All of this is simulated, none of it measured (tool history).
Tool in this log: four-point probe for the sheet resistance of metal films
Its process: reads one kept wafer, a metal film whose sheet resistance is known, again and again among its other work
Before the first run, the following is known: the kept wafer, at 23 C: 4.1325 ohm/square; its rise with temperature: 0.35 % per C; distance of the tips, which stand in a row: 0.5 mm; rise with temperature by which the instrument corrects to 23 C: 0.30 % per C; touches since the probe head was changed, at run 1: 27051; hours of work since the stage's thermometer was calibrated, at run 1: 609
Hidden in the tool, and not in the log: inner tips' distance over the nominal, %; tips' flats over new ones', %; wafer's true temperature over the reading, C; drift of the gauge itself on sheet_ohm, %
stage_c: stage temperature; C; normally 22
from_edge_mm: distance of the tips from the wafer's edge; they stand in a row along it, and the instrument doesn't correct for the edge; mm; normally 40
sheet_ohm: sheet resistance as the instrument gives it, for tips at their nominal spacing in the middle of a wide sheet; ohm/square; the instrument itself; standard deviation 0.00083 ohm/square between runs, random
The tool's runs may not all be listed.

run	hour	stage_c	from_edge_mm	touches since the probe head was changed	hours of work since the stage's thermometer was calibrated	sheet_ohm
1	0	22	40	27051	609	4.127574
2	26.4	22	40	28104	628	4.127906
3	80.1	22	40	30242	665	4.129615
4	107	27	40	31317	684	4.140654
5	153.3	27	40	33161	717	4.143009
6	181.3	27	40	34279	736	4.141785
7	219.3	27	40	35790	763	4.142841
8	260.5	27	40	37435	792	4.143318
9	317.7	33	40	39715	832	4.155817
10	363.8	22	40	41549	864	4.134154
11	401.2	22	40	43040	890	4.132723
12	458.3	22	40	45319	930	4.136013
13	492.5	22	40	46681	954	4.137909
14	521.7	18	40	47843	974	4.129
15	570.4	22	3	49784	1009	4.198198
16	623.7	22	40	51908	1046	4.137451
17	658.3	22	40	53288	1070	4.138898
18	700	22	40	54950	1099	4.137763
19	731	22	40	56184	1121	4.139416
20	770.7	23	40	57769	1149	4.143861
21	815.8	27	40	59564	1180	4.152332
22	866.2	24	40	61574	1216	4.146309
23	924	24	40	63877	1256	4.145201
24	952.8	34	40	65024	1276	4.168035
25	1012.6	21	10	67410	1318	4.146218
26	1038.6	21	10	68447	1336	4.147118
27	1075.3	21	10	69908	1362	4.149378
28	1133.9	30	4	72242	1403	4.195755
29	1171.5	30	4	73742	1429	4.196609
30	1203.2	23	24	75007	1452	4.149774
31	1234.4	31	54	76250	1473	4.164661
32	1276.7	31	54	77934	1503	4.166088
33	1324	29	54	79819	1536	4.163618
34	1365.5	29	54	81475	1565	4.163258
35	1392.6	19	7	82554	1584	4.153142
36	1426.6	19	7	83908	1608	4.152566
37	1460.2	31	16	85249	1631	4.170517
38	1493.3	27	62	86566	1655	4.159008
# hour 1519.6: new probe head fitted
39	1530.4	26	18	433	1680	4.144599
40	1555	32	16	1412	1697	4.157367
41	1589.6	21	29	2792	1721	4.132751
42	1622.9	21	29	4117	1745	4.131564
43	1665.5	21	29	5816	1774	4.133412
44	1696.1	24	67	7034	1796	4.139493

Across each entry between runs, compare the hidden state at the last listed run before it with the hidden state at the first listed run after it:
In the gap between runs 38 and 39: new probe head fitted (hour 1519.6)
  inner tips' distance over the nominal, %: 0.557 -> 0.187; tips' flats over new ones', %: 108 -> 0; wafer's true temperature over the reading, C: -0.38 -> -0.39
  measured less the result without the state, sheet_ohm: +0.019461 -> +0.002789 ohm/square

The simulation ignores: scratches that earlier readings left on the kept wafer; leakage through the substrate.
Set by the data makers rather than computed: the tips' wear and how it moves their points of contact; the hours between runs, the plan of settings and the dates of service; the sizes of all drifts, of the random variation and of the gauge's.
